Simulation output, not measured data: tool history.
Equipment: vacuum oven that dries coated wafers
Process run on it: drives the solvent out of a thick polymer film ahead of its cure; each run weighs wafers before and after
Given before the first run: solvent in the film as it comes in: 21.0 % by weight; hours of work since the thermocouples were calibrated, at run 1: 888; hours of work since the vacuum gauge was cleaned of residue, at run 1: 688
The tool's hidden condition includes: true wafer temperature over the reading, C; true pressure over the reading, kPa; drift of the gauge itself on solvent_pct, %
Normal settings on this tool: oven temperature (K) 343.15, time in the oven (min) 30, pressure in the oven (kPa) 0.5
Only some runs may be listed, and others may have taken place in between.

| run | hour | oven temperature (K) | time in the oven (min) | pressure in the oven (kPa) | hours of work since the thermocouples were calibrated | hours of work since the vacuum gauge was cleaned of residue | solvent left in the film (%) |
|---|---|---|---|---|---|---|---|
| 1 | 0 | 343.15 | 30 | 0.5 | 888 | 688 | 2.46 |
| 2 | 20.7 | 343.15 | 30 | 0.5 | 901 | 701 | 2.49 |
| 3 | 41.3 | 343.15 | 50 | 0.5 | 915 | 715 | 0.85 |
| 4 | 63.7 | 343.15 | 50 | 0.5 | 929 | 729 | 0.83 |
| 5 | 82.4 | 343.15 | 50 | 0.5 | 941 | 742 | 0.95 |
| 6 | 102.1 | 343.15 | 50 | 0.5 | 954 | 754 | 0.91 |
| 7 | 118.8 | 343.15 | 50 | 0.5 | 965 | 765 | 0.92 |
| 8 | 133.9 | 343.15 | 50 | 0.5 | 975 | 775 | 0.94 |
| 9 | 152.1 | 343.15 | 50 | 0.5 | 987 | 787 | 0.84 |
| 10 | 172.8 | 343.15 | 49 | 0.5 | 1000 | 800 | 0.89 |
| 11 | 188.1 | 343.15 | 16 | 0.5 | 1010 | 810 | 5.99 |
| 12 | 203.5 | 343.15 | 30 | 0.5 | 1021 | 821 | 2.37 |
| 13 | 216.2 | 343.15 | 30 | 0.5 | 1029 | 829 | 2.5 |
|  | 226.7 | oven's thermocouples calibrated |
| 14 | 228.9 | 341.15 | 30 | 0.5 | 1 | 836 | 3.21 |
| 15 | 253 | 341.15 | 30 | 0.5 | 17 | 852 | 3.24 |
| 16 | 270.6 | 343.15 | 30 | 0.314 | 29 | 863 | 2.31 |
| 17 | 294.5 | 343.15 | 30 | 0.314 | 44 | 879 | 2.37 |
| 18 | 317.2 | 343.15 | 30 | 0.5 | 59 | 893 | 2.45 |
| 19 | 333.2 | 343.15 | 30 | 0.5 | 69 | 904 | 2.53 |
| 20 | 351.5 | 343.15 | 30 | 0.5 | 81 | 916 | 2.45 |
| 21 | 375.8 | 347.15 | 30 | 0.384 | 97 | 932 | 1.26 |
| 22 | 389 | 340.15 | 30 | 0.5 | 106 | 940 | 3.58 |
| 23 | 400.4 | 340.15 | 30 | 0.5 | 113 | 948 | 3.6 |
| 24 | 415.9 | 335.15 | 29 | 0.5 | 123 | 958 | 6.08 |
| 25 | 438.5 | 343.15 | 22 | 0.381 | 138 | 973 | 4.09 |
| 26 | 449.3 | 343.15 | 22 | 0.381 | 145 | 980 | 3.93 |
| 27 | 463.3 | 333.15 | 33 | 0.729 | 154 | 989 | 6.39 |
| 28 | 484.7 | 344.15 | 45 | 0.729 | 168 | 1003 | 1.08 |
| 29 | 504.6 | 344.15 | 45 | 0.729 | 181 | 1016 | 1.09 |
| 30 | 524.7 | 341.15 | 30 | 0.95 | 195 | 1029 | 3.43 |
| 31 | 539.8 | 335.15 | 25 | 1 | 204 | 1039 | 7.35 |
| 32 | 557.1 | 335.15 | 51 | 0.363 | 216 | 1050 | 2.79 |
| 33 | 574.7 | 344.15 | 33 | 0.312 | 227 | 1061 | 1.75 |
| 34 | 600.6 | 343.15 | 24 | 0.852 | 244 | 1078 | 3.7 |
| 35 | 618.2 | 344.15 | 30 | 0.5 | 255 | 1090 | 2.1 |

For each entry between runs, how does the tool's hidden state at the last listed run before it compare with that at the first listed run after it?
After run 13, before run 14: oven's thermocouples calibrated (hour 226.7)
  true wafer temperature over the reading, C: -0.03 -> 0.01
